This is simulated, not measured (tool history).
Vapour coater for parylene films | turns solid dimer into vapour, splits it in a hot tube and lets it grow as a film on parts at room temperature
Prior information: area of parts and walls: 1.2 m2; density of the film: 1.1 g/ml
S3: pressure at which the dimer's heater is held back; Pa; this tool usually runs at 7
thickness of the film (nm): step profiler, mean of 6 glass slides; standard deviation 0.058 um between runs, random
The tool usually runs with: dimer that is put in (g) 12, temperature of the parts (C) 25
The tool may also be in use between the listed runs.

run 1 hour=0 | dimer_that_is_put_in_(g)=12 temperature_of_the_parts_(C)=25 S3=7 | thickness_of_the_film_(nm)=6600
run 2 hour=45.7 | dimer_that_is_put_in_(g)=12 temperature_of_the_parts_(C)=25 S3=7 | thickness_of_the_film_(nm)=6500
run 3 hour=80.1 | dimer_that_is_put_in_(g)=12 temperature_of_the_parts_(C)=25 S3=7 | thickness_of_the_film_(nm)=6630
run 4 hour=118.6 | dimer_that_is_put_in_(g)=8 temperature_of_the_parts_(C)=25 S3=7 | thickness_of_the_film_(nm)=4290
run 5 hour=161.5 | dimer_that_is_put_in_(g)=8 temperature_of_the_parts_(C)=25 S3=7 | thickness_of_the_film_(nm)=4290
run 6 hour=194.7 | dimer_that_is_put_in_(g)=8 temperature_of_the_parts_(C)=25 S3=7 | thickness_of_the_film_(nm)=4310
run 7 hour=223 | dimer_that_is_put_in_(g)=12 temperature_of_the_parts_(C)=25 S3=7 | thickness_of_the_film_(nm)=6410
run 8 hour=260.3 | dimer_that_is_put_in_(g)=12 temperature_of_the_parts_(C)=25 S3=7 | thickness_of_the_film_(nm)=6410
run 9 hour=280.1 | dimer_that_is_put_in_(g)=12 temperature_of_the_parts_(C)=25 S3=7 | thickness_of_the_film_(nm)=6340
run 10 hour=306.8 | dimer_that_is_put_in_(g)=12 temperature_of_the_parts_(C)=25 S3=7 | thickness_of_the_film_(nm)=6390
run 11 hour=352.8 | dimer_that_is_put_in_(g)=12 temperature_of_the_parts_(C)=25 S3=7 | thickness_of_the_film_(nm)=6270
run 12 hour=379.9 | dimer_that_is_put_in_(g)=12 temperature_of_the_parts_(C)=28 S3=7 | thickness_of_the_film_(nm)=5720
run 13 hour=411.2 | dimer_that_is_put_in_(g)=12 temperature_of_the_parts_(C)=25 S3=7 | thickness_of_the_film_(nm)=6320
run 14 hour=431.6 | dimer_that_is_put_in_(g)=12 temperature_of_the_parts_(C)=25 S3=7 | thickness_of_the_film_(nm)=6300
run 15 hour=472.9 | dimer_that_is_put_in_(g)=12 temperature_of_the_parts_(C)=25 S3=2.51 | thickness_of_the_film_(nm)=6860
run 16 hour=510.5 | dimer_that_is_put_in_(g)=12 temperature_of_the_parts_(C)=25 S3=2.51 | thickness_of_the_film_(nm)=6850
run 17 hour=545.3 | dimer_that_is_put_in_(g)=12 temperature_of_the_parts_(C)=23 S3=7 | thickness_of_the_film_(nm)=6710
run 18 hour=573.5 | dimer_that_is_put_in_(g)=12 temperature_of_the_parts_(C)=18 S3=7 | thickness_of_the_film_(nm)=7530
run 19 hour=593.7 | dimer_that_is_put_in_(g)=12 temperature_of_the_parts_(C)=21 S3=7 | thickness_of_the_film_(nm)=6810
-- hour=608.4 trap's valve overhauled
run 20 hour=640.9 | dimer_that_is_put_in_(g)=12 temperature_of_the_parts_(C)=21 S3=7 | thickness_of_the_film_(nm)=7480
run 21 hour=670.9 | dimer_that_is_put_in_(g)=12 temperature_of_the_parts_(C)=21 S3=7 | thickness_of_the_film_(nm)=7430
run 22 hour=695.1 | dimer_that_is_put_in_(g)=12 temperature_of_the_parts_(C)=25 S3=7 | thickness_of_the_film_(nm)=6570
run 23 hour=722.6 | dimer_that_is_put_in_(g)=12 temperature_of_the_parts_(C)=25 S3=7 | thickness_of_the_film_(nm)=6510
run 24 hour=767.2 | dimer_that_is_put_in_(g)=12 temperature_of_the_parts_(C)=25 S3=7 | thickness_of_the_film_(nm)=6620
run 25 hour=799.2 | dimer_that_is_put_in_(g)=9 temperature_of_the_parts_(C)=25 S3=3.6 | thickness_of_the_film_(nm)=5210
run 26 hour=839.8 | dimer_that_is_put_in_(g)=19 temperature_of_the_parts_(C)=25 S3=4.99 | thickness_of_the_film_(nm)=10560
-- hour=843.5 table's thermometer calibrated
run 27 hour=875.1 | dimer_that_is_put_in_(g)=12 temperature_of_the_parts_(C)=25 S3=8.22 | thickness_of_the_film_(nm)=6300
run 28 hour=900.7 | dimer_that_is_put_in_(g)=12 temperature_of_the_parts_(C)=25 S3=8.22 | thickness_of_the_film_(nm)=6270
run 29 hour=928.9 | dimer_that_is_put_in_(g)=12 temperature_of_the_parts_(C)=25 S3=8.22 | thickness_of_the_film_(nm)=6330
-- hour=942.7 table's thermometer calibrated, once more
run 30 hour=967.9 | dimer_that_is_put_in_(g)=12 temperature_of_the_parts_(C)=25 S3=8.22 | thickness_of_the_film_(nm)=6350
run 31 hour=1000.8 | dimer_that_is_put_in_(g)=12 temperature_of_the_parts_(C)=25 S3=8.22 | thickness_of_the_film_(nm)=6390
run 32 hour=1047 | dimer_that_is_put_in_(g)=12 temperature_of_the_parts_(C)=37 S3=8.22 | thickness_of_the_film_(nm)=4490
run 33 hour=1069.5 | dimer_that_is_put_in_(g)=6 temperature_of_the_parts_(C)=29 S3=8.76 | thickness_of_the_film_(nm)=2820
run 34 hour=1104.3 | dimer_that_is_put_in_(g)=6 temperature_of_the_parts_(C)=29 S3=8.76 | thickness_of_the_film_(nm)=2800
run 35 hour=1131 | dimer_that_is_put_in_(g)=5 temperature_of_the_parts_(C)=24 S3=4.29 | thickness_of_the_film_(nm)=2960
run 36 hour=1178.3 | dimer_that_is_put_in_(g)=11 temperature_of_the_parts_(C)=22 S3=4.29 | thickness_of_the_film_(nm)=6700
run 37 hour=1206.3 | dimer_that_is_put_in_(g)=11 temperature_of_the_parts_(C)=22 S3=4.29 | thickness_of_the_film_(nm)=6770
run 38 hour=1250.5 | dimer_that_is_put_in_(g)=11 temperature_of_the_parts_(C)=22 S3=4.29 | thickness_of_the_film_(nm)=6590
run 39 hour=1293.3 | dimer_that_is_put_in_(g)=12 temperature_of_the_parts_(C)=21 S3=8.99 | thickness_of_the_film_(nm)=6880
run 40 hour=1321.8 | dimer_that_is_put_in_(g)=5 temperature_of_the_parts_(C)=23 S3=8.64 | thickness_of_the_film_(nm)=2720
run 41 hour=1353.9 | dimer_that_is_put_in_(g)=13 temperature_of_the_parts_(C)=25 S3=2.7 | thickness_of_the_film_(nm)=7470
run 42 hour=1390.7 | dimer_that_is_put_in_(g)=13 temperature_of_the_parts_(C)=23 S3=2.25 | thickness_of_the_film_(nm)=8070
-- hour=1417.9 trap's valve overhauled
run 43 hour=1438.8 | dimer_that_is_put_in_(g)=13 temperature_of_the_parts_(C)=23 S3=2.25 | thickness_of_the_film_(nm)=8780
run 44 hour=1471 | dimer_that_is_put_in_(g)=13 temperature_of_the_parts_(C)=29 S3=2.25 | thickness_of_the_film_(nm)=7310
run 45 hour=1495.4 | dimer_that_is_put_in_(g)=12 temperature_of_the_parts_(C)=34 S3=7.19 | thickness_of_the_film_(nm)=5190
run 46 hour=1514.7 | dimer_that_is_put_in_(g)=6 temperature_of_the_parts_(C)=25 S3=11.49 | thickness_of_the_film_(nm)=3110

Selected run-to-run steps in thickness of the film (nm), each split into two signed amounts: the part the tool would show with no hidden state at all (from settings, incoming material and random variation), and the remainder, which goes to the hidden state together with any gauge scatter not common to the measured and the hidden-state-free results:
The hidden state here: vapour lost through the trap's worn valve, %; true temperature of the parts over the reading, C; drift of the gauge itself on film_um, %.
Run 19 -> 20: trap's valve overhauled. thickness of the film (nm) +670: hidden state +550, all else +120.
Run 25 -> 26: dimer that is put in (g) 9 -> 19, S3 3.6 -> 4.99. thickness of the film (nm) +5350: hidden state -270, all else +5620.
Run 26 -> 27: dimer that is put in (g) 19 -> 12, S3 4.99 -> 8.22, table's thermometer calibrated. thickness of the film (nm) -4260: hidden state +140, all else -4400.
Run 40 -> 41: dimer that is put in (g) 5 -> 13, temperature of the parts (C) 23 -> 25, S3 8.64 -> 2.7. thickness of the film (nm) +4750: hidden state -400, all else +5150.
Run 42 -> 43: trap's valve overhauled. thickness of the film (nm) +710: hidden state +670, all else +40.
